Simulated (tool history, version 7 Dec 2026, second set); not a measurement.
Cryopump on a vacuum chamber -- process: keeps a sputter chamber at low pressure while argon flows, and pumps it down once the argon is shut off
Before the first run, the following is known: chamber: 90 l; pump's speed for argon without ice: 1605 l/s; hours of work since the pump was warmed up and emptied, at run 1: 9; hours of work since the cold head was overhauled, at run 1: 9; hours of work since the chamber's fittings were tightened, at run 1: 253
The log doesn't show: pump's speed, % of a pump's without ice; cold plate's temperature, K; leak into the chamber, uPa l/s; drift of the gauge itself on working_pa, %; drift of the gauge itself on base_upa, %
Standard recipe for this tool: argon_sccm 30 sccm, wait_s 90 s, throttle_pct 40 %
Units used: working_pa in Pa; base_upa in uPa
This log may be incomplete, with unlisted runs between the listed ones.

run   hour  argon_sccm  wait_s  throttle_pct  hours of work since the pump was warmed up and emptied  hours of work since the cold head was overhauled  hours of work since the chamber's fittings were tightened  working_pa  base_upa
  1    0.0          30      90            40                                                       9                                                 9                                                        253      0.0786      1.15
  2   13.6          30      90            40                                                      20                                                20                                                        264      0.0788      1.16
  3   23.0          30      90            40                                                      27                                                27                                                        271      0.0803      1.16
  4   30.8          34      90            40                                                      33                                                33                                                        278      0.0912      1.13
  5   44.0          30      90            40                                                      44                                                44                                                        288      0.0800      1.19
  6   55.8          30      90            40                                                      53                                                53                                                        298      0.0800      1.20
  7   70.7          30      90            40                                                      65                                                65                                                        310      0.0800      1.17
  8   82.1          30      90            40                                                      74                                                74                                                        319      0.0806      1.20
  9   90.7          30      90            40                                                      81                                                81                                                        326      0.0811      1.24
 10  105.6          30      90            40                                                      93                                                93                                                        337      0.0800      1.19
 11  121.4          22      90            40                                                     106                                               106                                                        350      0.0590      1.26
 12  133.8          22      90            40                                                     116                                               116                                                        360      0.0580      1.22
 13  141.4          30      24            40                                                     122                                               122                                                        366      0.0798      3.11
 14  156.2          30      24            40                                                     134                                               134                                                        378      0.0802      3.18
 15  170.1          38     257            20                                                     145                                               145                                                        389      0.2018      0.80
 16  180.2          23     240            40                                                     153                                               153                                                        397      0.0613      0.86
 17  187.7          17      90            16                                                     159                                               159                                                        403      0.1135      1.29
 18  199.8          17      90            16                                                     168                                               168                                                        413      0.1134      1.35
 19  215.6          30      90            45                                                     181                                               181                                                        425      0.0722      1.27
 20  224.9          35      84            20                                                     189                                               189                                                        433      0.1876      1.37
 21  235.6          36      20            20                                                     197                                               197                                                        441      0.1921      3.75
 22  245.6          36      20            20                                                     205                                               205                                                        449      0.1928      3.63
 23  260.1          36      50            20                                                     217                                               217                                                        461      0.1949      1.88
 24  274.6          36      50            20                                                     228                                               228                                                        473      0.1937      1.90
 25  290.5          56      50            20                                                     241                                               241                                                        485      0.2999      1.97
 26  304.5          14      90            34                                                     252                                               252                                                        497      0.0452      1.38
 27  317.3          14      90            34                                                     262                                               262                                                        507      0.0451      1.43
 28  328.6          30      90            28                                                     272                                               272                                                        516      0.1144      1.44

3 ways to go on from here, each from the tool as it stands after run 28. What would each give?
  A  343.9          12      90            56                                                     284                                               284                                                        528           ?         ?
  B  343.9          16      90            28                                                     284                                               284                                                        528           ?         ?
  C  343.9          28      90            28                                                     284                                               284                                                        528           ?         ?

run  working_pa  base_upa
  A      0.0246      1.48
  B      0.0627      1.40
  C      0.1070      1.43
Take away the tool's hidden state, keep each run's random variation, and the runs would have read:
run  working_pa  base_upa
  A      0.0234      0.90
  B      0.0610      0.83
  C      0.1041      0.86

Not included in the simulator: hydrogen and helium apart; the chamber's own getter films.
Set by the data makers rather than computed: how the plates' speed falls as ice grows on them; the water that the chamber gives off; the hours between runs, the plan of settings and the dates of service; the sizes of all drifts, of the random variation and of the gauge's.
